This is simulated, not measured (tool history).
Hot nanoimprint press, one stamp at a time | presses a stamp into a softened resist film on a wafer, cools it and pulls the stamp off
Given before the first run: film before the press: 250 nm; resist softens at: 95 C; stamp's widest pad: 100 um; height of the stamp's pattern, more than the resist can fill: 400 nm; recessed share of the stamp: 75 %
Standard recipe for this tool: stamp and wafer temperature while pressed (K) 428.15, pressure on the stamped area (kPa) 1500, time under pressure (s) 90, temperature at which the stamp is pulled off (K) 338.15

run	hour	stamp and wafer temperature while pressed (K)	pressure on the stamped area (kPa)	time under pressure (s)	temperature at which the stamp is pulled off (K)	resist left under the stamp's widest pad (angstrom)	greatest force while the stamp is pulled off (N)
1	0.0	428.15	1500	90	338.15	1008	96
2	5.4	428.15	1500	90	330.15	1002	110
3	14.5	428.15	1500	90	330.15	998	112
4	22.7	428.15	1500	90	338.15	999	97
# hour 28.8: plate thermocouple calibrated
5	34.6	428.15	1500	90	338.15	969	99
6	39.3	428.15	1500	90	338.15	985	95
7	44.8	428.15	1500	90	338.15	965	98
8	49.1	428.15	1500	90	338.15	978	95
9	54.2	416.15	1500	90	338.15	1826	98
10	58.2	416.15	1500	90	338.15	1826	98
11	66.4	428.15	1500	90	338.15	970	95
12	71.6	428.15	1500	90	338.15	981	95
13	76.6	428.15	2150	90	338.15	792	94
14	84.3	428.15	1410	90	338.15	995	98
15	91.0	428.15	1410	90	338.15	1005	93
16	96.9	418.15	1120	90	338.15	1859	97
17	103.6	418.15	1120	90	338.15	1849	101
18	107.8	420.15	1120	90	328.15	1701	115
19	112.0	420.15	1120	90	328.15	1698	118
20	116.5	418.15	1470	90	329.15	1695	115
21	124.2	418.15	2110	90	334.15	1453	105
22	128.8	428.15	1820	90	338.15	872	98
23	137.1	428.15	1820	90	338.15	872	101
24	141.7	428.15	1820	90	338.15	885	100
25	150.8	428.15	1660	90	341.15	920	93

Expected results for the next run?
26	158.4	428.15	1500	102	327.15	?	?

{"run 26": {"resist left under the stamp's widest pad (angstrom)": 935, "greatest force while the stamp is pulled off (N)": 116}}
With no hidden state in the tool, this same run would have given resist left under the stamp's widest pad (angstrom) 920, greatest force while the stamp is pulled off (N) 107.
